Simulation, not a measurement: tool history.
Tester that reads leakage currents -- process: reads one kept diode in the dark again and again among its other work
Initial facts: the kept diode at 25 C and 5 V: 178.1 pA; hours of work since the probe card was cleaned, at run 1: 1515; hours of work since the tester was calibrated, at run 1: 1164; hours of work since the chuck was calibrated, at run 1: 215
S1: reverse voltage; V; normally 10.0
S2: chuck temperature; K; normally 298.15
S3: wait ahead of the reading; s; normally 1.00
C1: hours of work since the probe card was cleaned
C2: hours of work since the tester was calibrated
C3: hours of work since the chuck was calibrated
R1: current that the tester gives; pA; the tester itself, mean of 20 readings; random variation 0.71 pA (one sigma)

Run 1, hour 0.0: usual settings; C1 1515; C2 1164; C3 215. Result: R1 246.21 pA.
Run 2, hour 80.5: usual settings but S1 18.9 V; C1 1550; C2 1199; C3 249. Result: R1 321.18 pA.
Run 3, hour 172.1: usual settings but S1 18.9 V; C1 1589; C2 1238; C3 289. Result: R1 322.61 pA.
Run 4, hour 246.8: usual settings but S1 18.9 V; C1 1622; C2 1271; C3 321. Result: R1 323.62 pA.
Run 5, hour 302.4: usual settings; C1 1646; C2 1295; C3 346. Result: R1 249.93 pA.
Run 6, hour 415.1: usual settings; C1 1695; C2 1343; C3 394. Result: R1 252.87 pA.
Run 7, hour 502.9: usual settings but S3 0.86 s; C1 1733; C2 1382; C3 432. Result: R1 253.78 pA.
Run 8, hour 602.0: usual settings but S3 0.86 s; C1 1776; C2 1424; C3 475. Result: R1 256.62 pA.
Run 9, hour 673.3: usual settings but S3 0.86 s; C1 1806; C2 1455; C3 506. Result: R1 256.13 pA.
Run 10, hour 773.0: usual settings but S3 0.86 s; C1 1850; C2 1499; C3 549. Result: R1 256.98 pA.
Run 11, hour 853.8: usual settings but S3 0.86 s; C1 1885; C2 1534; C3 585. Result: R1 258.03 pA.
Run 12, hour 949.0: usual settings but S3 0.86 s; C1 1926; C2 1575; C3 626. Result: R1 259.60 pA.
Run 13, hour 1010.3: usual settings but S3 0.86 s; C1 1953; C2 1601; C3 652. Result: R1 259.94 pA.
Run 14, hour 1091.5: usual settings but S3 0.86 s; C1 1988; C2 1637; C3 688. Result: R1 262.52 pA.
Run 15, hour 1209.7: usual settings; C1 2039; C2 1688; C3 739. Result: R1 262.83 pA.
Run 16, hour 1260.7: usual settings but S1 12.6 V; C1 2061; C2 1710; C3 761. Result: R1 290.14 pA.
Run 17, hour 1351.7: usual settings but S1 12.6 V; C1 2100; C2 1749; C3 800. Result: R1 290.58 pA.
Run 18, hour 1408.1: usual settings but S1 9.0 V, S2 318.15 K, S3 1.82 s; C1 2125; C2 1774; C3 825. Result: R1 1536.44 pA.
Run 19, hour 1494.5: usual settings but S1 9.0 V, S2 318.15 K, S3 1.82 s; C1 2162; C2 1811; C3 862. Result: R1 1546.15 pA.
Run 20, hour 1616.0: usual settings but S1 2.3 V, S2 295.15 K, S3 0.75 s; C1 2215; C2 1864; C3 915. Result: R1 112.16 pA.
At hour 1673.7: probe card cleaned and baked.
Run 21, hour 1684.1: usual settings but S1 8.1 V, S2 321.15 K, S3 0.82 s; C1 5; C2 1892; C3 943. Result: R1 1917.42 pA.
Run 22, hour 1778.0: usual settings but S1 8.1 V, S2 321.15 K, S3 0.82 s; C1 45; C2 1933; C3 984. Result: R1 1912.67 pA.
Run 23, hour 1827.1: usual settings but S1 8.1 V, S2 321.15 K, S3 0.82 s; C1 66; C2 1954; C3 1005. Result: R1 1912.94 pA.
Run 24, hour 1879.1: usual settings but S1 8.1 V, S2 321.15 K, S3 0.82 s; C1 89; C2 1977; C3 1027. Result: R1 1935.13 pA.
Run 25, hour 1992.0: usual settings but S1 8.1 V, S2 304.15 K, S3 0.82 s; C1 138; C2 2025; C3 1076. Result: R1 438.50 pA.
Run 26, hour 2053.6: usual settings but S1 8.1 V, S2 304.15 K, S3 1.40 s; C1 165; C2 2052; C3 1103. Result: R1 437.71 pA.
Run 27, hour 2118.1: usual settings but S2 315.15 K; C1 193; C2 2080; C3 1131. Result: R1 1272.66 pA.
Run 28, hour 2238.5: usual settings but S1 3.0 V, S2 303.15 K, S3 0.91 s; C1 245; C2 2132; C3 1183. Result: R1 273.25 pA.
Run 29, hour 2299.9: usual settings but S1 3.0 V, S2 303.15 K, S3 0.87 s; C1 271; C2 2159; C3 1210. Result: R1 273.48 pA.
Run 30, hour 2392.4: usual settings but S2 293.15 K, S3 0.40 s; C1 311; C2 2199; C3 1250. Result: R1 175.10 pA.
Run 31, hour 2475.9: usual settings but S2 293.15 K, S3 0.40 s; C1 348; C2 2235; C3 1286. Result: R1 176.44 pA.
Run 32, hour 2569.7: usual settings but S2 293.15 K, S3 0.40 s; C1 388; C2 2276; C3 1327. Result: R1 177.41 pA.

Take each entry between the runs: how does the hidden state at the last listed run before it differ from the hidden state at the first listed run after it?
Between runs 20 and 21: probe card cleaned and baked (hour 1673.7)
  stray current of the dirty probe card, pA a volt: 0.446 -> 0.025; current scale over the true one, %: 1.09 -> 1.1; true chuck temperature over the reading, C: 1.07 -> 1.11
  difference, measured minus the result without the unlogged condition, R1: +13.20 -> +188.40 pA
